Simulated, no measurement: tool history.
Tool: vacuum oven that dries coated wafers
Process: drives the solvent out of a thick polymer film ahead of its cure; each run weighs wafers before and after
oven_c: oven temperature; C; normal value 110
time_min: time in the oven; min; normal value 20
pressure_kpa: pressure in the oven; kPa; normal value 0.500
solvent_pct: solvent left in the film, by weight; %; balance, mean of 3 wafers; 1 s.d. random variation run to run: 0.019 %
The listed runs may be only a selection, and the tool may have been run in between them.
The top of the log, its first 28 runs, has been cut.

{"run": 29, "hour": 1942.1, "oven_c": 115, "time_min": 20, "pressure_kpa": 1.206, "solvent_pct": 1.67}
{"run": 30, "hour": 2040.3, "oven_c": 100, "time_min": 23, "pressure_kpa": 0.5, "solvent_pct": 5.01}
{"run": 31, "hour": 2141.3, "oven_c": 100, "time_min": 23, "pressure_kpa": 0.5, "solvent_pct": 4.97}
{"run": 32, "hour": 2226.8, "oven_c": 100, "time_min": 23, "pressure_kpa": 0.5, "solvent_pct": 4.98}
{"run": 33, "hour": 2302.5, "oven_c": 100, "time_min": 20, "pressure_kpa": 0.5, "solvent_pct": 5.83}
{"run": 34, "hour": 2365.0, "oven_c": 95, "time_min": 15, "pressure_kpa": 0.445, "solvent_pct": 9.56}
{"run": 35, "hour": 2430.9, "oven_c": 110, "time_min": 30, "pressure_kpa": 0.308, "solvent_pct": 1.06}
{"run": 36, "hour": 2517.0, "oven_c": 110, "time_min": 23, "pressure_kpa": 0.883, "solvent_pct": 2.07}
{"run": 37, "hour": 2578.0, "oven_c": 111, "time_min": 10, "pressure_kpa": 0.667, "solvent_pct": 6.08}
{"run": 38, "hour": 2624.6, "oven_c": 111, "time_min": 12, "pressure_kpa": 0.864, "solvent_pct": 5.03}
{"run": 39, "hour": 2708.3, "oven_c": 108, "time_min": 11, "pressure_kpa": 0.926, "solvent_pct": 6.68}
{"run": 40, "hour": 2767.4, "oven_c": 110, "time_min": 24, "pressure_kpa": 0.519, "solvent_pct": 1.77}
{"run": 41, "hour": 2835.1, "oven_c": 103, "time_min": 11, "pressure_kpa": 0.5, "solvent_pct": 8.42}
{"hour": 2847.8, "done": "vacuum gauge cleaned of residue and calibrated"}
{"run": 42, "hour": 2880.8, "oven_c": 97, "time_min": 13, "pressure_kpa": 0.5, "solvent_pct": 9.46}
{"run": 43, "hour": 2951.1, "oven_c": 97, "time_min": 13, "pressure_kpa": 0.5, "solvent_pct": 9.48}
{"run": 44, "hour": 3025.6, "oven_c": 110, "time_min": 12, "pressure_kpa": 0.5, "solvent_pct": 5.07}
{"hour": 3071.5, "done": "oven's thermocouples calibrated"}
{"run": 45, "hour": 3127.2, "oven_c": 110, "time_min": 12, "pressure_kpa": 0.5, "solvent_pct": 5.15}
{"run": 46, "hour": 3173.0, "oven_c": 105, "time_min": 10, "pressure_kpa": 0.5, "solvent_pct": 8.21}
{"run": 47, "hour": 3251.5, "oven_c": 115, "time_min": 10, "pressure_kpa": 0.592, "solvent_pct": 4.61}

4 ways to go on from here, each from the tool as it stands after run 47. What would each give?
{"run": "A", "hour": 3345.6, "oven_c": 100, "time_min": 17, "pressure_kpa": 0.5, "solvent_pct": "?"}
{"run": "B", "hour": 3345.6, "oven_c": 110, "time_min": 22, "pressure_kpa": 0.5, "solvent_pct": "?"}
{"run": "C", "hour": 3345.6, "oven_c": 99, "time_min": 20, "pressure_kpa": 0.658, "solvent_pct": "?"}
{"run": "D", "hour": 3345.6, "oven_c": 123, "time_min": 10, "pressure_kpa": 0.474, "solvent_pct": "?"}

run=A solvent_pct=6.69
run=B solvent_pct=1.93
run=C solvent_pct=6.11
run=D solvent_pct=2.21
Take away the tool's hidden state, keep each run's random variation, and the runs would have read:
run=A solvent_pct=6.74
run=B solvent_pct=1.95
run=C solvent_pct=6.16
run=D solvent_pct=2.24
